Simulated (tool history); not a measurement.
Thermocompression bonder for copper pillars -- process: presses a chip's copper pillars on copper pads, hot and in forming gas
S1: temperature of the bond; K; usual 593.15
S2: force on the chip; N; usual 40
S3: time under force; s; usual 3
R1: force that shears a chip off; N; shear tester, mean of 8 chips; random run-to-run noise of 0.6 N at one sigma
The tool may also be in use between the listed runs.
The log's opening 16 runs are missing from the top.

Run 17, hour 346.9: usual settings but S1 574.15 K. Result: R1 26.8 N.
At hour 372.2: heater calibrated with a thermocouple chip, once more.
Run 18, hour 373.7: usual settings but S1 574.15 K. Result: R1 26.7 N.
Run 19, hour 398.2: usual settings but S1 574.15 K. Result: R1 26.3 N.
Run 20, hour 426.2: usual settings but S1 587.15 K. Result: R1 30.1 N.
Run 21, hour 455.2: usual settings but S1 577.15 K. Result: R1 27.5 N.
Run 22, hour 468.2: usual settings but S1 581.15 K, S2 43 N, S3 2 s. Result: R1 25.8 N.
At hour 479.9: forming gas filter changed.
Run 23, hour 497.2: usual settings but S1 583.15 K, S2 43 N, S3 6 s. Result: R1 45.2 N.
Run 24, hour 516.5: usual settings but S1 591.15 K, S2 52 N. Result: R1 43.0 N.
Run 25, hour 543.0: usual settings but S1 573.15 K. Result: R1 29.1 N.
Run 26, hour 558.2: usual settings but S1 576.15 K, S2 24 N, S3 6 s. Result: R1 21.4 N.
Run 27, hour 576.1: usual settings but S1 576.15 K, S2 24 N, S3 2 s. Result: R1 13.8 N.
Run 28, hour 597.4: usual settings but S1 576.15 K, S2 24 N, S3 2 s. Result: R1 13.2 N.
Run 29, hour 627.1: usual settings but S1 576.15 K, S2 24 N, S3 2 s. Result: R1 13.7 N.
Run 30, hour 641.8: usual settings but S1 566.15 K, S3 2 s. Result: R1 21.2 N.
Run 31, hour 671.3: usual settings but S1 601.15 K, S2 59 N, S3 5 s. Result: R1 62.2 N.
Run 32, hour 692.6: usual settings but S1 601.15 K, S2 59 N, S3 5 s. Result: R1 59.5 N.
Run 33, hour 720.5: usual settings but S1 601.15 K, S2 59 N, S3 5 s. Result: R1 60.9 N.
Run 34, hour 744.4: usual settings but S1 601.15 K, S2 59 N, S3 5 s. Result: R1 60.4 N.
Run 35, hour 772.4: usual settings but S1 569.15 K, S2 51 N. Result: R1 34.7 N.
Run 36, hour 789.8: usual settings but S1 569.15 K. Result: R1 25.1 N.
Run 37, hour 808.5: usual settings but S1 586.15 K, S2 32 N, S3 5 s. Result: R1 29.5 N.
Run 38, hour 832.2: usual settings but S1 622.15 K, S3 2 s. Result: R1 33.6 N.
Run 39, hour 852.3: usual settings but S1 622.15 K, S3 2 s. Result: R1 34.2 N.

What if the next run were any one of these 4? Each begins from the tool's condition after run 39:
Run A, hour 867.5: usual settings but S1 617.15 K, S2 34 N, S3 2 s. Result: R1 ?.
Run B, hour 867.5: usual settings but S1 622.15 K, S2 35 N, S3 2 s. Result: R1 ?.
Run C, hour 867.5: usual settings but S1 602.15 K, S2 57 N, S3 5 s. Result: R1 ?.
Run D, hour 867.5: usual settings but S1 584.15 K, S3 2 s. Result: R1 ?.

run    R1
  A  27.3
  B  30.8
  C  56.2
  D  25.2
The same runs, with their run-to-run variation unchanged, on a tool lacking any hidden condition would have given:
run    R1
  A  30.9
  B  34.5
  C  63.0
  D  28.3

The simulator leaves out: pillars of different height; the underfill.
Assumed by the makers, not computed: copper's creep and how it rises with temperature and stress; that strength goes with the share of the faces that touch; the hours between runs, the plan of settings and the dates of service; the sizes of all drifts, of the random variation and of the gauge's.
